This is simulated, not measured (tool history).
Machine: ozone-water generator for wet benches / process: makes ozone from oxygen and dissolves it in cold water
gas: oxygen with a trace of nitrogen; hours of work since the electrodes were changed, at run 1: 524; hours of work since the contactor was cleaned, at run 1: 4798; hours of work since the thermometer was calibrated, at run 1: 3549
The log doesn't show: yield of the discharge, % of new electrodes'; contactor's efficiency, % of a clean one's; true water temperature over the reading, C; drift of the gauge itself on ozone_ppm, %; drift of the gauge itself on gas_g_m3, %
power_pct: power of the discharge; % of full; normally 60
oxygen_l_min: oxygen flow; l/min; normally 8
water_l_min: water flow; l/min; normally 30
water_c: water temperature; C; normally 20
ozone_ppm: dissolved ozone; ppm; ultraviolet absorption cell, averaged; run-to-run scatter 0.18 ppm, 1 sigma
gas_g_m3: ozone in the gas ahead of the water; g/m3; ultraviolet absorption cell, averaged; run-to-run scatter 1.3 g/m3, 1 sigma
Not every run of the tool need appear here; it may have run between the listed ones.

run,hour,power_pct,oxygen_l_min,water_l_min,water_c,hours of work since the electrodes were changed,hours of work since the contactor was cleaned,hours of work since the thermometer was calibrated,ozone_ppm,gas_g_m3
1,0,60,8,30,20,524,4798,3549,22.3,238.8
2,22.8,60,8,30,20,546,4821,3571,22.4,236.2
3,72.9,60,8,30,20,595,4870,3620,22.1,235.9
4,115.3,60,8,30,20,636,4911,3661,22.3,239.7
5,163.9,60,8,30,20,684,4958,3709,22.1,237.6
6,206.9,60,8,35,20,725,5000,3751,19.2,235
7,237.2,60,8,30,20,755,5030,3780,22.4,235
8,271.7,60,10.54,30,20,789,5063,3814,22.4,207.2
9,306,60,10.54,30,20,822,5097,3847,22.5,205.5
10,341.4,60,10.54,30,20,857,5131,3882,22.4,206.8
11,388.4,60,8,30,24,902,5177,3927,20.7,235.9
12,431.9,60,8,30,24,945,5219,3970,20.8,233.8
13,466.9,60,8,30,24,979,5253,4004,21,234.5
14,511.2,60,8,30,24,1022,5297,4047,20.7,235.4
# hour 537.4: water thermometer calibrated
15,545.2,60,8,30,24,1055,5329,8,20.8,235.6
16,569.5,60,8,30,24,1078,5353,31,20.7,233.4
17,598,60,8,30,24,1106,5381,59,20.8,237.4
18,629,60,8,30,24,1136,5411,89,20.8,233.6
19,655.7,69,4.45,26,19,1162,5437,115,25.8,335.7
20,703.3,60,7.54,30,14,1209,5483,162,23.9,241.6
21,728,51,11.07,31,15,1233,5507,186,21.2,178.6
22,778.3,51,11.07,25,15,1282,5556,235,24.9,179.2
23,803.9,51,11.07,25,15,1307,5581,260,24.9,181.4
24,840.7,42,11.07,25,16,1343,5617,295,21.2,157.9
25,879.7,46,8,30,19,1381,5655,334,18.5,193.8
26,921.5,46,8,30,19,1421,5696,374,18.6,193.2
27,945.4,46,8,30,19,1445,5719,398,18.6,193.8
28,986.5,49,10.92,45,13,1485,5759,438,14.8,175.4
29,1013.4,49,10.92,45,13,1511,5786,464,14.7,174.6
30,1038.6,59,10.92,34,18,1535,5810,488,20.6,201.3
31,1088.2,79,5.01,34,18,1584,5858,537,22.4,344.5
32,1131.2,46,6.16,30,16,1626,5900,579,18.4,217.9
33,1161.4,46,6.16,30,16,1655,5930,608,18.7,214.9

Here are 3 independent what-if runs from the current tool condition. What would each one return?
A,1206.5,75,6.16,23,16,1699,5974,652,?,?
B,1206.5,46,6.16,22,20,1699,5974,652,?,?
C,1206.5,60,8,32,20,1699,5974,652,?,?

run,ozone_ppm,gas_g_m3
A,32.6,302.5
B,23.2,218.3
C,20.4,230.4
Take away the tool's hidden state, keep each run's random variation, and the runs would have read:
run,ozone_ppm,gas_g_m3
A,36.3,315.5
B,25.5,224.6
C,22.8,238.8
